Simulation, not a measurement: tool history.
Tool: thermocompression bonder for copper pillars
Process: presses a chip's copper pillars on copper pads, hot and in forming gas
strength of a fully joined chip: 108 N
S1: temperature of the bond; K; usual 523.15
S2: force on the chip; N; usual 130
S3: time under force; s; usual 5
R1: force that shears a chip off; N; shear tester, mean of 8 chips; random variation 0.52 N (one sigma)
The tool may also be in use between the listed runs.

run,hour,S1,S2,S3,R1
1,0,523.15,130,5,40.1
2,24.6,523.15,125,5,38.8
3,49.3,523.15,125,3,31.1
4,72.2,523.15,125,3,32.4
5,109.7,523.15,125,3,31.7
6,138.6,523.15,130,7,44.5
7,162.5,523.15,130,7,44.3
8,180.6,523.15,103,3,27.7
9,223.1,523.15,142,3,34.6
10,254.2,516.15,130,5,36.8
11,291.9,516.15,130,5,36

Taken out of this log: 1 entry between the listed runs. Where each belongs, and how the hidden state differs across it:
Between runs 8 and 9: heater calibrated with a thermocouple chip (hour 186.1)
  true temperature of the bond over the reading, C: 7 -> 11.8; oxide that the forming gas leaves, % of the face: 8.14 -> 9.47
  measured less the result without the state, R1: +0.4 -> +1.7 N
